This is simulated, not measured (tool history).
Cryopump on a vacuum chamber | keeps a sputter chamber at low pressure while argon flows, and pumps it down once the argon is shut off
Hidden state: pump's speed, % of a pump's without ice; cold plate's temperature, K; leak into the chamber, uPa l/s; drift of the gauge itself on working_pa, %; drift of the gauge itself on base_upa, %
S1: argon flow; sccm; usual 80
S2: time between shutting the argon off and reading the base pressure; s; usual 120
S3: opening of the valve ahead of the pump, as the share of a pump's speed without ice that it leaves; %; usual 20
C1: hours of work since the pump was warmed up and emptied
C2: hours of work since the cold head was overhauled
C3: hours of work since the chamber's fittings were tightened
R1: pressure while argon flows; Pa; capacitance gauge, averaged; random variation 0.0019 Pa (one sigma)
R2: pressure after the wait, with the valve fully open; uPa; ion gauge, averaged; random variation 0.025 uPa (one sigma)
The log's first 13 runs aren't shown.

| run | hour | S1 | S2 | S3 | C1 | C2 | C3 | R1 | R2 |
|---|---|---|---|---|---|---|---|---|---|
| 14 | 1049.6 | 80 | 297 | 20 | 438 | 1498 | 773 | 0.4909 | 2.57 |
| 15 | 1109 | 80 | 120 | 31 | 469 | 1529 | 805 | 0.3325 | 3.11 |
| 16 | 1175.1 | 80 | 120 | 31 | 504 | 1564 | 840 | 0.3382 | 3.44 |
|  | 1214.8 | pump warmed up, emptied and cooled again |
| 17 | 1238 | 113 | 120 | 20 | 12 | 1595 | 871 | 0.6488 | 2.66 |
| 18 | 1325.1 | 46 | 44 | 25 | 59 | 1641 | 917 | 0.2126 | 4.2 |
| 19 | 1403.6 | 115 | 178 | 26 | 100 | 1683 | 958 | 0.5132 | 2.7 |
| 20 | 1454.9 | 115 | 178 | 28 | 127 | 1710 | 986 | 0.481 | 2.76 |
| 21 | 1500.5 | 115 | 178 | 28 | 151 | 1734 | 1010 | 0.487 | 2.84 |
| 22 | 1545.9 | 115 | 178 | 28 | 176 | 1758 | 1034 | 0.4874 | 3.02 |
| 23 | 1630.1 | 96 | 24 | 19 | 220 | 1803 | 1078 | 0.5927 | 6.39 |
| 24 | 1721.6 | 96 | 24 | 19 | 269 | 1851 | 1127 | 0.6024 | 6.62 |
| 25 | 1773.5 | 151 | 250 | 16 | 296 | 1879 | 1155 | 1.1176 | 3.28 |
|  | 1794.6 | leaking fittings of the chamber tightened, without venting |
| 26 | 1872 | 151 | 250 | 16 | 347 | 1930 | 41 | 1.126 | 0.77 |
| 27 | 1923.8 | 151 | 250 | 16 | 375 | 1957 | 68 | 1.1317 | 0.84 |
| 28 | 2013 | 80 | 44 | 48 | 422 | 2005 | 116 | 0.2246 | 2.7 |
| 29 | 2107.4 | 140 | 33 | 26 | 472 | 2055 | 166 | 0.6812 | 3.62 |
| 30 | 2151.8 | 140 | 33 | 26 | 496 | 2078 | 189 | 0.6894 | 3.71 |
|  | 2205.8 | pump warmed up, emptied and cooled again |
| 31 | 2211.5 | 80 | 46 | 32 | 3 | 2107 | 218 | 0.2881 | 2.68 |
| 32 | 2272.8 | 121 | 89 | 39 | 36 | 2140 | 251 | 0.3602 | 1.79 |
| 33 | 2317.3 | 47 | 73 | 37 | 59 | 2163 | 274 | 0.1482 | 2.13 |
| 34 | 2380.1 | 56 | 263 | 47 | 92 | 2197 | 308 | 0.1414 | 1.23 |

4 ways to go on from here, each from the tool as it stands after run 34. What would each give?
| A | 2479.6 | 35 | 278 | 47 | 145 | 2249 | 361 | ? | ? |
| B | 2479.6 | 67 | 296 | 20 | 145 | 2249 | 361 | ? | ? |
| C | 2479.6 | 63 | 263 | 53 | 145 | 2249 | 361 | ? | ? |
| D | 2479.6 | 51 | 34 | 16 | 145 | 2249 | 361 | ? | ? |

| run | R1 | R2 |
|---|---|---|
| A | 0.0904 | 1.34 |
| B | 0.3933 | 1.3 |
| C | 0.1454 | 1.35 |
| D | 0.3726 | 3.68 |
Without the tool's hidden state the same runs would have given:
| run | R1 | R2 |
|---|---|---|
| A | 0.0845 | 0.53 |
| B | 0.382 | 0.51 |
| C | 0.1348 | 0.55 |
| D | 0.364 | 2.89 |

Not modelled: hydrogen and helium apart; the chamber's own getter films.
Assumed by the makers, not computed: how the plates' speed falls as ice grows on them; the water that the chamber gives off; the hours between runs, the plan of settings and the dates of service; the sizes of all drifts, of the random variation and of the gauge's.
